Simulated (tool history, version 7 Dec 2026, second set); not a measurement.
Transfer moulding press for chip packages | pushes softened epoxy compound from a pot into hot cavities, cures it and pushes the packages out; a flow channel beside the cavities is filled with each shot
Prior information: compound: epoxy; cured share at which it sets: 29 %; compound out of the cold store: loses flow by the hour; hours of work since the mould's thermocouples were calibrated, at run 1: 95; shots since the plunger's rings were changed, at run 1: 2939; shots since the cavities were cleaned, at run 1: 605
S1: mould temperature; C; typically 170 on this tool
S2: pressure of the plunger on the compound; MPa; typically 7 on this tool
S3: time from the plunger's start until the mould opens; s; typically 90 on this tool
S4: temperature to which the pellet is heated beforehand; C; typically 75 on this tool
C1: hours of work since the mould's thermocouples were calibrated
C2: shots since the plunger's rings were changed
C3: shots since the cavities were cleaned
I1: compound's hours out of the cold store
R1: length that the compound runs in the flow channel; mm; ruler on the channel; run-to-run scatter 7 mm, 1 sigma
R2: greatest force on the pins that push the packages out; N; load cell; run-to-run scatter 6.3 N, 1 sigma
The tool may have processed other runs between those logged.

run    hour   S1    S2   S3  S4   C1    C2   C3    I1   R1   R2
  1       0  170     7   90  75   95  2939  605  45.6  765  373
       17.9  -- cavities cleaned with cleaning compound and waxed
  2    48.7  170     7   90  70  119  3356  272    23  820  333
  3    96.6  170   6.8   90  75  142  3779  695  31.1  785  365
      101.8  -- cavities cleaned with cleaning compound and waxed
  4   121.5  170     7   90  75  154  3986  174    32  772  298
  5   166.3  170     7   90  75  176  4381  569    42  762  371
      184.7  -- cavities cleaned with cleaning compound and waxed
  6   190.4  170     7   90  75  188  4581   50  24.3  799  260
  7   216.3  170     7   90  75  201  4810  279  15.8  824  331
  8   250.5  173     7   90  75  218  5112  581    44  719  353
      271.6  -- plunger's sealing rings changed
      273.1  -- cavities cleaned with cleaning compound and waxed
  9     297  173     7   90  75  239   211  211  32.5  826  281
 10   334.2  173     7   90  75  257   540  540  24.1  849  352
      358.2  -- cavities cleaned with cleaning compound and waxed
 11   376.7  173     7   90  75  278   902  163    46  778  282
 12   411.3  173     7   90  75  295  1207  468  46.1  784  337
      444.1  -- cavities cleaned with cleaning compound and waxed
 13   456.6  173     7   90  75  317  1594  110  26.5  829  266
 14   483.1  173     7   90  75  330  1828  344  34.7  812  318
      529.9  -- cavities cleaned with cleaning compound and waxed
 15   532.3  173     7   90  75  354  2250   22  19.5  842  239
 16   559.2  166  5.67   91  78  367  2487  259  43.4  718  362
 17   597.2  170     7   97  72  386  2822  594  37.5  800  362
        613  -- cavities cleaned with cleaning compound and waxed
 18   633.3  170  5.85   90  82  404  3128  179  11.6  785  299
 19   672.7  171  5.91  111  79  423  3476  527  37.6  710  325
      696.9  -- cavities cleaned with cleaning compound and waxed
 20   713.6  175  8.32   90  75  443  3824  148  22.8  846  274
 21   754.5  172     7   90  75  463  4185  509  25.1  799  344
      782.1  -- cavities cleaned with cleaning compound and waxed
      799.7  -- mould's thermocouples calibrated
 22   805.9  170     7   96  75    3  4608  192  41.2  759  288
 23   850.3  170  6.63   90  85   25  5001  585   9.4  803  376
        869  -- cavities cleaned with cleaning compound and waxed
 24   879.6  170  6.63   90  85   39  5246   94    19  776  284
      885.5  -- plunger's sealing rings changed
 25   926.9  164  8.09   82  80   61   366  490  13.2  995  612
      956.4  -- cavities cleaned with cleaning compound and waxed
 26   967.8  163  6.47   90  65   81   713  100  23.5  867  401
 27     988  163  6.47   90  65   91   892  279  47.3  803  460
 28  1033.4  170     7  104  75  114  1293  680  14.4  866  359
       1041  -- cavities cleaned with cleaning compound and waxed
 29  1065.7  170     7   90  81  129  1565  219    15  865  313

Here are 3 independent what-if runs from the current tool condition. What would each one return?
  A  1094.3  175     7  79  79  143  1818  472  12.9   ?   ?
  B  1094.3  175     7  90  75  143  1818  472  29.4   ?   ?
  C  1094.3  170  6.27  87  81  143  1818  472   9.3   ?   ?

run   R1   R2
  A  855  357
  B  806  337
  C  837  367
Without the tool's hidden state the same runs would have given:
run   R1   R2
  A  887  238
  B  835  222
  C  869  243

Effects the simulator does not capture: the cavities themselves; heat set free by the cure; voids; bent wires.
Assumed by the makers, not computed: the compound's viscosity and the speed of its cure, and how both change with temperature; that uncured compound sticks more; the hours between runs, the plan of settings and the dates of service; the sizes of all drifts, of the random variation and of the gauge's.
